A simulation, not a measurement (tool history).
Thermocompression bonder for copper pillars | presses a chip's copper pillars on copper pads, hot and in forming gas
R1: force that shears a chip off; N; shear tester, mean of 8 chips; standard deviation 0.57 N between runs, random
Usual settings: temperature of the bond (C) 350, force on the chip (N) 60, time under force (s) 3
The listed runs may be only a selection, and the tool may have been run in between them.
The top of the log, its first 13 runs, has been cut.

-- hour=113.3 heater calibrated with a thermocouple chip
run 14 hour=121.7 | temperature_of_the_bond_(C)=338 force_on_the_chip_(N)=60 time_under_force_(s)=3 | R1=61.1
run 15 hour=130.1 | temperature_of_the_bond_(C)=338 force_on_the_chip_(N)=60 time_under_force_(s)=3 | R1=60.2
-- hour=134.9 forming gas filter changed
run 16 hour=140.9 | temperature_of_the_bond_(C)=338 force_on_the_chip_(N)=60 time_under_force_(s)=3 | R1=64.6
run 17 hour=152.0 | temperature_of_the_bond_(C)=338 force_on_the_chip_(N)=60 time_under_force_(s)=3 | R1=64.4
-- hour=157.6 heater calibrated with a thermocouple chip, once more
run 18 hour=164.8 | temperature_of_the_bond_(C)=338 force_on_the_chip_(N)=43 time_under_force_(s)=3 | R1=52.4
run 19 hour=171.8 | temperature_of_the_bond_(C)=338 force_on_the_chip_(N)=67 time_under_force_(s)=3 | R1=70.0
run 20 hour=184.1 | temperature_of_the_bond_(C)=350 force_on_the_chip_(N)=60 time_under_force_(s)=3 | R1=71.7
run 21 hour=191.7 | temperature_of_the_bond_(C)=350 force_on_the_chip_(N)=51 time_under_force_(s)=3 | R1=65.0
run 22 hour=204.1 | temperature_of_the_bond_(C)=335 force_on_the_chip_(N)=75 time_under_force_(s)=2 | R1=64.8
run 23 hour=216.7 | temperature_of_the_bond_(C)=335 force_on_the_chip_(N)=75 time_under_force_(s)=4 | R1=77.3
run 24 hour=225.1 | temperature_of_the_bond_(C)=352 force_on_the_chip_(N)=41 time_under_force_(s)=6 | R1=70.6
run 25 hour=232.0 | temperature_of_the_bond_(C)=366 force_on_the_chip_(N)=60 time_under_force_(s)=4 | R1=83.4
run 26 hour=242.2 | temperature_of_the_bond_(C)=350 force_on_the_chip_(N)=60 time_under_force_(s)=3 | R1=69.7
run 27 hour=251.8 | temperature_of_the_bond_(C)=350 force_on_the_chip_(N)=60 time_under_force_(s)=3 | R1=70.5
run 28 hour=264.7 | temperature_of_the_bond_(C)=355 force_on_the_chip_(N)=89 time_under_force_(s)=2 | R1=80.2
run 29 hour=273.7 | temperature_of_the_bond_(C)=355 force_on_the_chip_(N)=89 time_under_force_(s)=2 | R1=80.0
run 30 hour=280.1 | temperature_of_the_bond_(C)=371 force_on_the_chip_(N)=75 time_under_force_(s)=4 | R1=90.3
run 31 hour=288.9 | temperature_of_the_bond_(C)=358 force_on_the_chip_(N)=75 time_under_force_(s)=7 | R1=94.3
run 32 hour=297.3 | temperature_of_the_bond_(C)=359 force_on_the_chip_(N)=49 time_under_force_(s)=5 | R1=76.7
run 33 hour=309.6 | temperature_of_the_bond_(C)=359 force_on_the_chip_(N)=49 time_under_force_(s)=5 | R1=76.6
run 34 hour=322.4 | temperature_of_the_bond_(C)=359 force_on_the_chip_(N)=49 time_under_force_(s)=5 | R1=75.6
run 35 hour=330.0 | temperature_of_the_bond_(C)=336 force_on_the_chip_(N)=49 time_under_force_(s)=3 | R1=56.0
run 36 hour=339.4 | temperature_of_the_bond_(C)=343 force_on_the_chip_(N)=74 time_under_force_(s)=5 | R1=84.0
run 37 hour=352.1 | temperature_of_the_bond_(C)=343 force_on_the_chip_(N)=74 time_under_force_(s)=5 | R1=84.4

Run 38 comes next. What will it give?
run 38 hour=362.0 | temperature_of_the_bond_(C)=343 force_on_the_chip_(N)=74 time_under_force_(s)=5 | R1=?

{"run 38": {"R1": 83.5}}
If the tool had no hidden condition, the same run with the same run-to-run variation would have returned R1 84.1 N.

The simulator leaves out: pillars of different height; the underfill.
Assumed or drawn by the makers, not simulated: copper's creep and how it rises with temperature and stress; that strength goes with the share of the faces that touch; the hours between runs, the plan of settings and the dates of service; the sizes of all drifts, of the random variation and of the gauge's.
